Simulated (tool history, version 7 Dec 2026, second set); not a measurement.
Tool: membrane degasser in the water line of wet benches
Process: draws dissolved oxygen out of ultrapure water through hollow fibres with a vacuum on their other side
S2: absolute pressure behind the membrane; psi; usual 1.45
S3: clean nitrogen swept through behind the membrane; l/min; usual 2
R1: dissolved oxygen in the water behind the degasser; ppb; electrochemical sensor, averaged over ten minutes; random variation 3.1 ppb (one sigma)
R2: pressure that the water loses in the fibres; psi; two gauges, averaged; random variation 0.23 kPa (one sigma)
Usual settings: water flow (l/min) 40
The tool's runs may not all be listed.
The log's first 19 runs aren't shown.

{"run": 20, "hour": 1372.3, "water flow (l/min)": 62, "S2": 1.45, "S3": 2.01, "R1": 521.7, "R2": 12.847}
{"run": 21, "hour": 1460.2, "water flow (l/min)": 62, "S2": 1.45, "S3": 2.01, "R1": 529.5, "R2": 12.742}
{"run": 22, "hour": 1564.8, "water flow (l/min)": 62, "S2": 1.45, "S3": 2.01, "R1": 532.9, "R2": 12.771}
{"run": 23, "hour": 1660.1, "water flow (l/min)": 62, "S2": 1.45, "S3": 2.01, "R1": 526.6, "R2": 12.746}
{"run": 24, "hour": 1706.8, "water flow (l/min)": 26, "S2": 3.09, "S3": 5.05, "R1": 222, "R2": 5.366}
{"run": 25, "hour": 1795.3, "water flow (l/min)": 26, "S2": 3.09, "S3": 5.05, "R1": 220.4, "R2": 5.372}
{"run": 26, "hour": 1896.4, "water flow (l/min)": 26, "S2": 3.09, "S3": 5.05, "R1": 222.1, "R2": 5.332}
{"run": 27, "hour": 1993.2, "water flow (l/min)": 64, "S2": 2.02, "S3": 0.81, "R1": 1382.5, "R2": 13.271}
{"run": 28, "hour": 2092.4, "water flow (l/min)": 64, "S2": 2.02, "S3": 0.81, "R1": 1383.9, "R2": 13.185}
{"run": 29, "hour": 2159.7, "water flow (l/min)": 41, "S2": 3.12, "S3": 2, "R1": 787.8, "R2": 8.476}
{"run": 30, "hour": 2235.3, "water flow (l/min)": 39, "S2": 1.45, "S3": 4.02, "R1": 166.6, "R2": 8.066}
{"run": 31, "hour": 2310.7, "water flow (l/min)": 58, "S2": 2.52, "S3": 2, "R1": 876.4, "R2": 11.99}
{"run": 32, "hour": 2412.9, "water flow (l/min)": 50, "S2": 3.13, "S3": 1.66, "R1": 1072.5, "R2": 10.303}

Run 33 comes next. What will it give?
{"run": 33, "hour": 2460.9, "water flow (l/min)": 25, "S2": 2.35, "S3": 4.03, "R1": "?", "R2": "?"}

{"run 33": {"R1": 192.4, "R2": 5.182}}
Without the tool's hidden state the same run would have given R1 192.3 ppb, R2 5.181 psi.
